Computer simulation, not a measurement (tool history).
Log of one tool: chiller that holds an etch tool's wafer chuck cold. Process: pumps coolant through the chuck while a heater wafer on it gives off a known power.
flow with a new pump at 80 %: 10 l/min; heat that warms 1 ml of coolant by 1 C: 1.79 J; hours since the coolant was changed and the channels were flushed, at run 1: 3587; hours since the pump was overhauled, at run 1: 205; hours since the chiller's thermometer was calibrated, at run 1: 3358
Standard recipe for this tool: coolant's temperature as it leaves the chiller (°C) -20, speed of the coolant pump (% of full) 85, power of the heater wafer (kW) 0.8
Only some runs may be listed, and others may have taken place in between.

| run | hour | coolant's temperature as it leaves the chiller (°C) | speed of the coolant pump (% of full) | power of the heater wafer (kW) | hours since the coolant was changed and the channels were flushed | hours since the pump was overhauled | hours since the chiller's thermometer was calibrated | chuck's temperature once it has settled (°C) | how much warmer the coolant comes back (C) |
|---|---|---|---|---|---|---|---|---|---|
| 1 | 0 | -20 | 85 | 0.8 | 3587 | 205 | 3358 | -10.9 | 2.5 |
| 2 | 78.8 | -20 | 85 | 0.8 | 3666 | 284 | 3437 | -10.6 | 2.51 |
| 3 | 138.8 | -20 | 85 | 0.8 | 3726 | 344 | 3497 | -10.9 | 2.5 |
| 4 | 222.1 | -20 | 85 | 0.52 | 3809 | 427 | 3580 | -13.9 | 1.58 |
| 5 | 285.4 | -19 | 85 | 0.52 | 3872 | 490 | 3643 | -12.8 | 1.64 |
| 6 | 361.6 | -19 | 85 | 0.591 | 3949 | 567 | 3719 | -12 | 1.86 |
| 7 | 414.4 | -19 | 85 | 0.591 | 4001 | 619 | 3772 | -12 | 1.85 |
| 8 | 476 | -19 | 85 | 0.591 | 4063 | 681 | 3834 | -12 | 1.88 |
| 9 | 547.4 | -19 | 68 | 1.129 | 4134 | 752 | 3905 | -2.9 | 4.5 |
| 10 | 606.4 | -19 | 87 | 1.129 | 4193 | 811 | 3964 | -6.3 | 3.48 |
| 11 | 673.1 | -13 | 81 | 1.159 | 4260 | 878 | 4031 | 1 | 3.86 |
| 12 | 756.3 | -17 | 95 | 1.139 | 4343 | 961 | 4114 | -5.1 | 3.29 |
| 13 | 828.7 | -20 | 93 | 1.139 | 4416 | 1034 | 4187 | -7.8 | 3.31 |

3 ways to go on from here, each from the tool as it stands after run 13. What would each give?
| A | 902.1 | -20 | 85 | 0.938 | 4489 | 1107 | 4260 | ? | ? |
| B | 902.1 | -12 | 86 | 0.519 | 4489 | 1107 | 4260 | ? | ? |
| C | 902.1 | -20 | 93 | 0.429 | 4489 | 1107 | 4260 | ? | ? |

| run | chuck's temperature once it has settled (°C) | how much warmer the coolant comes back (C) |
|---|---|---|
| A | -9 | 2.99 |
| B | -5.6 | 1.62 |
| C | -15 | 1.26 |
Without the tool's hidden state the same runs would have given:
| run | chuck's temperature once it has settled (°C) | how much warmer the coolant comes back (C) |
|---|---|---|
| A | -10.7 | 2.95 |
| B | -6.8 | 1.6 |
| C | -16 | 1.24 |
